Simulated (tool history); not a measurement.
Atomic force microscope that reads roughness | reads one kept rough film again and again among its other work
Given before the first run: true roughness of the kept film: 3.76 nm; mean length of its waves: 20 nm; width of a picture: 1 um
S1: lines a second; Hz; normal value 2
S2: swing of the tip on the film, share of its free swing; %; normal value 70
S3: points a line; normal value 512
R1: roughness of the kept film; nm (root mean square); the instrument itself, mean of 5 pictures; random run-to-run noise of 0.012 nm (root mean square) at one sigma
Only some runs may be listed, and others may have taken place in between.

| run | day | S1 | S2 | S3 | R1 |
|---|---|---|---|---|---|
| 1 | 0 | 2 | 70 | 512 | 2.911 |
| 2 | 0.379 | 2 | 70 | 512 | 2.89 |
| 3 | 0.896 | 2 | 70 | 512 | 2.897 |
| 4 | 1.338 | 2 | 70 | 512 | 2.912 |
| 5 | 1.892 | 2 | 70 | 512 | 2.897 |
| 6 | 2.354 | 2 | 70 | 512 | 2.887 |
| 7 | 2.879 | 2 | 70 | 512 | 2.897 |
| 8 | 3.329 | 2 | 70 | 512 | 2.909 |
| 9 | 4 | 2 | 85 | 683 | 2.666 |
| 10 | 4.7 | 2 | 85 | 683 | 2.672 |
| 11 | 5.379 | 0.67 | 70 | 512 | 3.061 |
| 12 | 5.729 | 2 | 63 | 260 | 2.905 |
| 13 | 6.104 | 2 | 63 | 260 | 2.897 |
| 14 | 6.833 | 2 | 75 | 512 | 2.833 |
| 15 | 7.392 | 2 | 75 | 512 | 2.825 |

Put back what was entered between runs (1 entry, withheld): which listed runs does each sit between, and how does the hidden state differ from the listed run before to the listed run after?
Runs 7 to 8: new tip fitted (day 3.125)
  radius of the tip, nm: 5.1 -> 5
